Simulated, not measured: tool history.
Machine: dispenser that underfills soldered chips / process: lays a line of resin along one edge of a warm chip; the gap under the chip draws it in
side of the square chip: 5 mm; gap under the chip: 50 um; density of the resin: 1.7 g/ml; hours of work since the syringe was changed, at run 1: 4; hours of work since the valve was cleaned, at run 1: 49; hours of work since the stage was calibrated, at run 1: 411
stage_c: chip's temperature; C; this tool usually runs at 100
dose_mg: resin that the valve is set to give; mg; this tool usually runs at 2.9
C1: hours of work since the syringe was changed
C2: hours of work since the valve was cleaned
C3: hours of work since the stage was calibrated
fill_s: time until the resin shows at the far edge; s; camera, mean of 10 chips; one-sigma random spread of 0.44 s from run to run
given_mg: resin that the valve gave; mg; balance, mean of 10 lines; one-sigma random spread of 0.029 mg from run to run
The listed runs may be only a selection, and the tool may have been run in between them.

{"run": 1, "day": 0.0, "stage_c": 100, "dose_mg": 2.9, "C1": 4, "C2": 49, "C3": 411, "fill_s": 36.1, "given_mg": 2.78}
{"run": 2, "day": 0.433, "stage_c": 100, "dose_mg": 2.9, "C1": 12, "C2": 57, "C3": 419, "fill_s": 53.9, "given_mg": 2.77}
{"day": 0.5, "done": "new syringe of resin"}
{"run": 3, "day": 0.9, "stage_c": 100, "dose_mg": 2.9, "C1": 7, "C2": 65, "C3": 427, "fill_s": 43.2, "given_mg": 2.8}
{"day": 1.188, "done": "new syringe of resin"}
{"run": 4, "day": 1.467, "stage_c": 100, "dose_mg": 2.9, "C1": 5, "C2": 75, "C3": 437, "fill_s": 37.7, "given_mg": 2.79}
{"day": 1.892, "done": "new syringe of resin"}
{"run": 5, "day": 2.017, "stage_c": 100, "dose_mg": 2.9, "C1": 2, "C2": 85, "C3": 446, "fill_s": 33.6, "given_mg": 2.72}
{"run": 6, "day": 2.546, "stage_c": 100, "dose_mg": 2.9, "C1": 12, "C2": 94, "C3": 456, "fill_s": 54.6, "given_mg": 2.71}
{"day": 2.588, "done": "new syringe of resin"}
{"run": 7, "day": 3.2, "stage_c": 100, "dose_mg": 3.63, "C1": 11, "C2": 106, "C3": 468, "fill_s": 50, "given_mg": 3.33}
{"day": 3.262, "done": "new syringe of resin"}
{"day": 3.6, "done": "dispensing valve cleaned and set on the balance"}
{"run": 8, "day": 3.879, "stage_c": 100, "dose_mg": 2.9, "C1": 10, "C2": 5, "C3": 479, "fill_s": 49.4, "given_mg": 2.87}
{"day": 3.983, "done": "new syringe of resin"}
{"run": 9, "day": 4.321, "stage_c": 100, "dose_mg": 2.9, "C1": 6, "C2": 13, "C3": 487, "fill_s": 40.2, "given_mg": 2.87}
{"day": 4.654, "done": "new syringe of resin"}
{"run": 10, "day": 4.817, "stage_c": 100, "dose_mg": 2.84, "C1": 3, "C2": 22, "C3": 496, "fill_s": 33.9, "given_mg": 2.74}
{"run": 11, "day": 5.225, "stage_c": 100, "dose_mg": 3.35, "C1": 10, "C2": 29, "C3": 503, "fill_s": 47.3, "given_mg": 3.32}
{"day": 5.325, "done": "new syringe of resin"}
{"run": 12, "day": 5.771, "stage_c": 94, "dose_mg": 3.35, "C1": 8, "C2": 39, "C3": 513, "fill_s": 56.2, "given_mg": 3.21}
{"day": 6.025, "done": "new syringe of resin"}
{"run": 13, "day": 6.442, "stage_c": 87, "dose_mg": 2.9, "C1": 8, "C2": 51, "C3": 524, "fill_s": 78.6, "given_mg": 2.75}
{"day": 6.721, "done": "new syringe of resin"}
{"run": 14, "day": 6.742, "stage_c": 89, "dose_mg": 2.9, "C1": 0, "C2": 56, "C3": 530, "fill_s": 50.9, "given_mg": 2.73}
{"run": 15, "day": 7.242, "stage_c": 89, "dose_mg": 2.9, "C1": 9, "C2": 65, "C3": 539, "fill_s": 80.2, "given_mg": 2.83}
{"day": 7.425, "done": "new syringe of resin"}
{"run": 16, "day": 7.738, "stage_c": 89, "dose_mg": 2.9, "C1": 6, "C2": 74, "C3": 548, "fill_s": 65.4, "given_mg": 2.71}
{"day": 7.821, "done": "stage's temperature calibrated"}
{"day": 8.142, "done": "new syringe of resin"}
{"run": 17, "day": 8.312, "stage_c": 89, "dose_mg": 2.9, "C1": 3, "C2": 83, "C3": 9, "fill_s": 61.1, "given_mg": 2.7}
{"day": 8.829, "done": "new syringe of resin"}
{"run": 18, "day": 8.971, "stage_c": 100, "dose_mg": 2.5, "C1": 3, "C2": 95, "C3": 20, "fill_s": 37.9, "given_mg": 2.33}
{"run": 19, "day": 9.454, "stage_c": 100, "dose_mg": 2.5, "C1": 11, "C2": 103, "C3": 29, "fill_s": 58.6, "given_mg": 2.26}
{"day": 9.517, "done": "new syringe of resin"}
{"day": 10.0, "done": "dispensing valve cleaned and set on the balance"}
{"run": 20, "day": 10.025, "stage_c": 107, "dose_mg": 2.85, "C1": 8, "C2": 0, "C3": 38, "fill_s": 34.7, "given_mg": 2.89}
{"day": 10.246, "done": "new syringe of resin"}
{"run": 21, "day": 10.521, "stage_c": 96, "dose_mg": 3.64, "C1": 5, "C2": 9, "C3": 47, "fill_s": 45.6, "given_mg": 3.7}
{"day": 10.929, "done": "new syringe of resin"}
{"run": 22, "day": 11.142, "stage_c": 99, "dose_mg": 3.54, "C1": 4, "C2": 20, "C3": 58, "fill_s": 38.2, "given_mg": 3.49}
{"run": 23, "day": 11.492, "stage_c": 90, "dose_mg": 2.53, "C1": 10, "C2": 27, "C3": 65, "fill_s": 83.6, "given_mg": 2.49}
{"day": 11.617, "done": "new syringe of resin"}
{"run": 24, "day": 12.129, "stage_c": 106, "dose_mg": 2.5, "C1": 9, "C2": 38, "C3": 76, "fill_s": 40.2, "given_mg": 2.43}
{"day": 12.288, "done": "new syringe of resin"}
{"run": 25, "day": 12.546, "stage_c": 111, "dose_mg": 2.87, "C1": 5, "C2": 45, "C3": 83, "fill_s": 24.8, "given_mg": 2.79}
{"day": 12.967, "done": "new syringe of resin"}
{"run": 26, "day": 13.183, "stage_c": 112, "dose_mg": 3.36, "C1": 4, "C2": 56, "C3": 95, "fill_s": 21.7, "given_mg": 3.2}
{"run": 27, "day": 13.6, "stage_c": 103, "dose_mg": 3.36, "C1": 11, "C2": 64, "C3": 102, "fill_s": 46.9, "given_mg": 3.27}
{"day": 13.642, "done": "new syringe of resin"}
{"run": 28, "day": 14.008, "stage_c": 99, "dose_mg": 2.98, "C1": 7, "C2": 71, "C3": 109, "fill_s": 44, "given_mg": 2.78}
{"day": 14.338, "done": "new syringe of resin"}
{"run": 29, "day": 14.417, "stage_c": 99, "dose_mg": 2.98, "C1": 1, "C2": 78, "C3": 116, "fill_s": 35.3, "given_mg": 2.83}
{"run": 30, "day": 14.883, "stage_c": 99, "dose_mg": 2.98, "C1": 10, "C2": 87, "C3": 125, "fill_s": 52.5, "given_mg": 2.8}
{"day": 15.021, "done": "new syringe of resin"}
{"run": 31, "day": 15.546, "stage_c": 99, "dose_mg": 2.98, "C1": 10, "C2": 99, "C3": 137, "fill_s": 51.1, "given_mg": 2.82}
{"day": 15.721, "done": "new syringe of resin"}
{"run": 32, "day": 16.15, "stage_c": 105, "dose_mg": 3.56, "C1": 8, "C2": 109, "C3": 147, "fill_s": 34, "given_mg": 3.26}
{"day": 16.338, "done": "dispensing valve cleaned and set on the balance"}
{"day": 16.446, "done": "new syringe of resin"}
{"run": 33, "day": 16.579, "stage_c": 105, "dose_mg": 3.56, "C1": 2, "C2": 4, "C3": 154, "fill_s": 27, "given_mg": 3.55}
{"day": 17.146, "done": "new syringe of resin"}
{"run": 34, "day": 17.221, "stage_c": 96, "dose_mg": 3.77, "C1": 1, "C2": 16, "C3": 166, "fill_s": 37.6, "given_mg": 3.71}
{"run": 35, "day": 17.646, "stage_c": 100, "dose_mg": 3.57, "C1": 9, "C2": 23, "C3": 173, "fill_s": 45.4, "given_mg": 3.52}

Predict each of these 3 candidate next runs independently; none follows another, all start after run 35:
{"day": 17.871, "done": "new syringe of resin"}
{"run": "A", "day": 17.967, "stage_c": 95, "dose_mg": 2.53, "C1": 2, "C2": 29, "C3": 179, "fill_s": "?", "given_mg": "?"}
{"day": 17.871, "done": "new syringe of resin"}
{"run": "B", "day": 17.967, "stage_c": 103, "dose_mg": 2.9, "C1": 2, "C2": 29, "C3": 179, "fill_s": "?", "given_mg": "?"}
{"day": 17.871, "done": "new syringe of resin"}
{"run": "C", "day": 17.967, "stage_c": 110, "dose_mg": 2.72, "C1": 2, "C2": 29, "C3": 179, "fill_s": "?", "given_mg": "?"}

run=A fill_s=42.5 given_mg=2.45
run=B fill_s=28.8 given_mg=2.83
run=C fill_s=20.8 given_mg=2.64
With no hidden state in the tool, these same runs would have given:
run=A fill_s=41.1 given_mg=2.51
run=B fill_s=27.9 given_mg=2.89
run=C fill_s=20 given_mg=2.7

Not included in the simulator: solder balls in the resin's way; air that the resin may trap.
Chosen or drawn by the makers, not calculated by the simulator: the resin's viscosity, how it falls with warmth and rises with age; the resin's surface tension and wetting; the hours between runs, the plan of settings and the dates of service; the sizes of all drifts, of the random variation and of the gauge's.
